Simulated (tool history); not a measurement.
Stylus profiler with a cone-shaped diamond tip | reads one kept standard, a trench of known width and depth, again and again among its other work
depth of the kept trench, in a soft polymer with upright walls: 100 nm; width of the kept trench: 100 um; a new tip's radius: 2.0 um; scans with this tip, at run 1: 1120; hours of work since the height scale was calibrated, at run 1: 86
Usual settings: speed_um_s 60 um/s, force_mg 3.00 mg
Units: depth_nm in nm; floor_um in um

run    hour  speed_um_s  force_mg  scans with this tip  hours of work since the height scale was calibrated  depth_nm  floor_um
  1     0.0          60      3.00                 1120                                                   86    100.96     98.42
  2   104.0          60      3.00                 2023                                                  155    101.00     98.38
  3   231.4          60      3.00                 3127                                                  240    100.95     98.40
  4   368.3          60      3.00                 4315                                                  330    100.97     98.42
  5   447.1          60      3.00                 4998                                                  383    100.96     98.39
  6   557.3          60      3.00                 5954                                                  456    100.96     98.40
  7   687.2          60      7.34                 7080                                                  542    101.72     98.53
  8   778.7          60      7.34                 7874                                                  603    101.76     98.51
  9   892.3          60      7.34                 8859                                                  678    101.84     98.49
 10   961.0          60      8.60                 9455                                                  724    102.00     98.51
 11  1046.5          60      3.00                10197                                                  781    100.95     98.41
 12  1187.6          23      3.00                11420                                                  875    100.96     98.56
     1243.6  -- height scale calibrated on a step standard
 13  1293.0          60      3.00                12331                                                   33    100.97     98.38
     1306.0  -- new tip fitted, height scale calibrated
 14  1373.4          60      3.00                  585                                                   45    100.99     98.43
 15  1504.6          60      3.00                 1722                                                  132    100.98     98.43
 16  1634.6          60      3.00                 2850                                                  218    100.98     98.42
 17  1771.4          60      3.00                 4036                                                  309    100.95     98.43
 18  1889.1          60      1.05                 5057                                                  387    100.47     98.13
 19  1972.7          60      1.05                 5782                                                  443    100.52     98.17
 20  2095.8          28      3.00                 6850                                                  525    100.97     98.56
 21  2155.6          28      3.00                 7368                                                  564    100.95     98.57
 22  2261.3          28      3.00                 8285                                                  634    101.00     98.59
 23  2382.4          60      3.00                 9335                                                  715    100.98     98.38
 24  2454.3          60      3.00                 9959                                                  763    101.02     98.33
 25  2553.4          21      6.87                10818                                                  829    101.61     98.59
 26  2655.8          18      3.47                11707                                                  897    101.02     98.63
     2677.1  -- height scale calibrated on a step standard
     2739.0  -- new tip fitted, height scale calibrated
 27  2804.7          16      1.57                  569                                                   44    100.64     98.56
 28  2872.0          63      4.06                 1153                                                   88    101.18     98.42
 29  2968.6          35      2.07                 1991                                                  152    100.77     98.45
 30  3103.7          33      3.80                 3163                                                  242    101.10     98.56
 31  3218.0          64      2.40                 4154                                                  318    100.88     98.35
 32  3339.5          37      2.76                 5208                                                  399    100.92     98.50
 33  3470.1          37      2.76                 6340                                                  486    100.86     98.50
 34  3588.4          26      6.32                 7367                                                  564    101.60     98.58
 35  3674.1          26      6.32                 8110                                                  621    101.59     98.62
 36  3752.9          56      1.83                 8793                                                  673    100.67     98.30
 37  3827.6         110      5.00                 9441                                                  723    101.42     98.21
 38  3907.0          48      5.39                10129                                                  776    101.44     98.51
 39  3972.4          28      2.32                10697                                                  819    100.78     98.51
 40  4084.4          20      5.95                11669                                                  894    101.54     98.64
     4115.5  -- height scale calibrated on a step standard
 41  4146.8         218      1.77                12205                                                   21    100.73     97.11
     4170.9  -- new tip fitted, height scale calibrated
 42  4223.9         218      1.77                  460                                                   35    100.67     97.16
 43  4342.8          47      6.26                 1491                                                  114    101.55     98.58
 44  4416.3          29      7.65                 2128                                                  163    101.86     98.64
 45  4553.8          29      7.65                 3320                                                  254    101.83     98.62
 46  4620.8          60      5.98                 3902                                                  299    101.53     98.47
 47  4744.2         108      8.76                 4972                                                  381    101.99     98.38

Measured less the same run without the tool's hidden state. The same run-to-run variation is in both; the gauge's scatter may not be:
The hidden state here: radius of the tip, um; height scale over the true one, %; drift of the gauge itself on depth_nm, %; drift of the gauge itself on floor_um, %.
run  floor_um
  1     +0.00
  2     -0.01
  3     +0.00
  4     -0.01
  5     -0.01
  6     -0.01
  7     -0.02
  8     -0.02
  9     -0.02
 10     -0.02
 11     -0.02
 12     -0.02
 13     -0.03
 14     +0.00
 15     -0.01
 16     -0.01
 17     -0.01
 18     -0.02
 19     -0.01
 20     -0.02
 21     -0.02
 22     -0.02
 23     -0.03
 24     -0.03
 25     -0.03
 26     -0.02
 27     +0.00
 28     -0.01
 29     -0.01
 30     +0.00
 31     -0.01
 32     -0.01
 33     -0.02
 34     -0.02
 35     -0.02
 36     -0.02
 37     -0.02
 38     -0.02
 39     -0.02
 40     -0.03
 41     -0.03
 42     +0.00
 43     -0.01
 44     -0.01
 45     -0.01
 46     -0.01
 47     -0.02
depth_nm: within 0.02 nm of the measured result in every run.
